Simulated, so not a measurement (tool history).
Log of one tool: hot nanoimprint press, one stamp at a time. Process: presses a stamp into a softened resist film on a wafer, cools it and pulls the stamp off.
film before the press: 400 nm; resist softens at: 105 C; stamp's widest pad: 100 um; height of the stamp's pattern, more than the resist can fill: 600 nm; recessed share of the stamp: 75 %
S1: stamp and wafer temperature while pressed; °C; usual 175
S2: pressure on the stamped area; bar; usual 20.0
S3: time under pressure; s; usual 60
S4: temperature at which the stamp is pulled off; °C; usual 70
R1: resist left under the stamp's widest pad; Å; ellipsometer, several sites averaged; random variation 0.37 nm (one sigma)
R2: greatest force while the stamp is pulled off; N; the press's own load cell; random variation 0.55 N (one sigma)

| run | hour | S1 | S2 | S3 | S4 | R1 | R2 |
|---|---|---|---|---|---|---|---|
| 1 | 0.0 | 175 | 20.0 | 60 | 70 | 1538 | 129.3 |
| 2 | 61.2 | 175 | 20.0 | 60 | 70 | 1540 | 129.0 |
| 3 | 109.6 | 175 | 20.0 | 60 | 77 | 1541 | 111.0 |
| 4 | 166.1 | 175 | 20.0 | 39 | 70 | 1830 | 129.6 |
| 5 | 231.5 | 175 | 20.0 | 39 | 70 | 1827 | 129.2 |
|  | 248.1 | stamp cleaned and given a new release coat |
| 6 | 276.3 | 182 | 20.0 | 60 | 70 | 1067 | 128.7 |
| 7 | 310.9 | 175 | 20.0 | 60 | 71 | 1534 | 126.8 |
| 8 | 372.8 | 175 | 24.3 | 47 | 70 | 1553 | 129.1 |
| 9 | 427.8 | 175 | 24.3 | 47 | 70 | 1550 | 128.3 |
| 10 | 483.7 | 166 | 28.5 | 30 | 73 | 2617 | 121.3 |
|  | 518.2 | stamp cleaned and given a new release coat |
| 11 | 552.5 | 166 | 31.3 | 60 | 70 | 2024 | 128.9 |
| 12 | 580.5 | 166 | 31.3 | 60 | 70 | 2015 | 129.1 |
| 13 | 627.1 | 166 | 31.3 | 60 | 70 | 2025 | 129.2 |

Measured less the same run without the tool's hidden state. The same run-to-run variation is in both; the gauge's scatter may not be:
The hidden state here: true temperature over the reading, C; pressure that arrives at the usual setting, %; grip of the stamp's worn release coat, % over a new coat's; drift of the gauge itself on residual_nm, %; drift of the gauge itself on pull_off_n, %.
| run | R1 |
|---|---|
| 1 | +0 |
| 2 | -2 |
| 3 | -4 |
| 4 | -7 |
| 5 | -9 |
| 6 | -6 |
| 7 | -10 |
| 8 | -11 |
| 9 | -14 |
| 10 | -25 |
| 11 | -22 |
| 12 | -24 |
| 13 | -26 |
R2: within 0.3 N of the measured result in every run.
